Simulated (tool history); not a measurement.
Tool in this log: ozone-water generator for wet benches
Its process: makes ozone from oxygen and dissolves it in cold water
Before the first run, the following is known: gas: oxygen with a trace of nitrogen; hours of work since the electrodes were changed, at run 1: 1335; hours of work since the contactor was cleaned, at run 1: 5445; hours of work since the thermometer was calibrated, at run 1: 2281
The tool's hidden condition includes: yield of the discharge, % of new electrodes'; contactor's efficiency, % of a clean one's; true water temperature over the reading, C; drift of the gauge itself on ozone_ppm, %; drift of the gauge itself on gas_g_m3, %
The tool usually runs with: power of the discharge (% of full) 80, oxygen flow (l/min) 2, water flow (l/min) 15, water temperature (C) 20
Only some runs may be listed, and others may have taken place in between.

run,hour,power of the discharge (% of full),oxygen flow (l/min),water flow (l/min),water temperature (C),hours of work since the electrodes were changed,hours of work since the contactor was cleaned,hours of work since the thermometer was calibrated,dissolved ozone (ppm),ozone in the gas ahead of the water (g/m3)
1,0,80,2,15,20,1335,5445,2281,12.2,162.6
2,66.2,80,2,15,20,1380,5489,2326,12.5,164.3
3,127.3,80,2,10,20,1421,5531,2367,17.6,163.9
4,176.1,80,2,10,20,1454,5564,2400,17.4,161.2
5,232,80,2.71,15,20,1492,5602,2438,12.3,132.4
6,293.6,80,2.71,15,20,1534,5644,2480,12.1,132.2
7,390.4,65,2,15,20,1600,5709,2546,10.8,145.9
8,459.8,65,2,15,20,1647,5756,2593,10.8,144.5
9,503.7,65,2,15,20,1676,5786,2623,10.7,145.4
10,581.9,76,2,15,20,1730,5839,2676,11.8,157.3
11,686.9,76,2,15,20,1801,5910,2747,11.9,156.4
12,776,76,2,15,20,1861,5971,2807,11.8,156.3
13,831.5,76,2,15,20,1899,6008,2845,11.7,156.3
14,898,76,2,15,25,1944,6053,2890,11.1,156.5
15,980.2,76,2,15,25,1999,6109,2945,11,155.1
16,1059,80,2,15,19,2053,6162,2999,12.1,159.8
17,1162.2,80,2.01,15,20,2123,6232,3069,11.7,159.2
18,1214.1,75,2,14,18,2158,6267,3104,12.5,152.9
19,1290.9,80,2,14,20,2210,6319,3156,12.4,160.4
20,1356.1,42,2,10,20,2254,6364,3200,11.7,112.5
21,1412.7,80,2,11,20,2293,6402,3239,15.8,160.2
22,1459.2,80,2,11,20,2324,6434,3270,15.8,158.6
23,1512.7,44,2,13,22,2360,6470,3306,9.8,116.2
24,1572.1,44,2,13,22,2401,6510,3347,9.7,116.7
25,1624.5,44,2,13,22,2436,6546,3382,9.6,115.6
26,1679,49,1.46,11,22,2473,6583,3419,11.8,151.8
27,1763.5,80,3.23,15,20,2530,6640,3476,11.6,113.8
28,1810.4,80,2,13,15,2562,6672,3508,14.4,157.4
29,1882.1,80,2.21,13,13,2611,6720,3557,14.7,147.6
30,1951.2,80,2,10,21,2658,6767,3604,16.5,157.6
31,2043.8,53,2,19,21,2720,6830,3666,7.2,126.6
32,2140.5,80,2,18,14,2786,6895,3732,10,158.9
33,2242.3,80,1,14,20,2855,6964,3801,11.9,250.5

Consider 3 possible next runs. They are alternatives, not a sequence: every one starts from the tool as it was left by run 33. What does each give?
A,2323.8,80,1,14,26,2910,7020,3856,?,?
B,2323.8,80,1,11,16,2910,7020,3856,?,?
C,2323.8,80,2,12,20,2910,7020,3856,?,?

run,dissolved ozone (ppm),ozone in the gas ahead of the water (g/m3)
A,11.4,249.6
B,15.8,250.5
C,14.5,154.2
Take away the tool's hidden state, keep each run's random variation, and the runs would have read:
run,dissolved ozone (ppm),ozone in the gas ahead of the water (g/m3)
A,13.1,274.8
B,17.9,276
C,16.5,169.9
